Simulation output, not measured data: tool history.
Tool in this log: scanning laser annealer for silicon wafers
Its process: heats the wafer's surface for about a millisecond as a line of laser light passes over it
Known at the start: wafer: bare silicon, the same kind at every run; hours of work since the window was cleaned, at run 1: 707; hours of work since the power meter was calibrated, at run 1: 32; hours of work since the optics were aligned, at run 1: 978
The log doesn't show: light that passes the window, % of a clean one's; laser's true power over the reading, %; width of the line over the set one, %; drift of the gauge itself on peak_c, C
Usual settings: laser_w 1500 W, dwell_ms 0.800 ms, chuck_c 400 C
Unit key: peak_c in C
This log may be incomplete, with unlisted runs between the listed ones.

run   hour  laser_w  dwell_ms  chuck_c  hours of work since the window was cleaned  hours of work since the power meter was calibrated  hours of work since the optics were aligned  peak_c
  1    0.0     1500     0.800      400                                         707                                                  32                                          978    1085
  2   25.6     1500     0.800      400                                         719                                                  44                                          990    1085
  3   49.9     1635     0.800      400                                         731                                                  56                                         1001    1156
  4   94.8     1635     0.800      400                                         752                                                  77                                         1022    1156
  5  131.0     1500     0.767      400                                         769                                                  94                                         1039    1070
  6  163.2     1500     0.800      400                                         784                                                 109                                         1055    1081
  7  194.1     1500     0.707      400                                         798                                                 124                                         1069    1040
  8  242.4     1336     0.800      400                                         821                                                 147                                         1092     995
  9  280.3     1336     0.800      400                                         839                                                 164                                         1110     995
 10  309.7     1500     0.638      400                                         853                                                 178                                         1123    1002
 11  343.2     1374     0.759      384                                         869                                                 194                                         1139     979
 12  369.3     1634     0.839      371                                         881                                                 206                                         1152    1142
 13  406.8     1634     0.839      371                                         898                                                 224                                         1169    1138
 14  447.0     1460     0.725      377                                         917                                                 243                                         1188    1000
 15  473.9     1460     0.725      377                                         930                                                 255                                         1201     998
 16  496.9     1302     0.800      400                                         941                                                 266                                         1212     973
     511.6  -- window over the wafer cleaned
 17  538.6     1612     0.661      377                                          13                                                 285                                         1230    1064
 18  574.4     1500     0.690      379                                          30                                                 302                                         1247    1022

Run 19, settings as shown, results not yet in. Your forecast:
 19  596.2     1570     0.765      420                                          40                                                 312                                         1257       ?

peak_c: 1137 C
Take away the tool's hidden state, keep the run-to-run variation as it was, and the same run would have given peak_c 1155 C.

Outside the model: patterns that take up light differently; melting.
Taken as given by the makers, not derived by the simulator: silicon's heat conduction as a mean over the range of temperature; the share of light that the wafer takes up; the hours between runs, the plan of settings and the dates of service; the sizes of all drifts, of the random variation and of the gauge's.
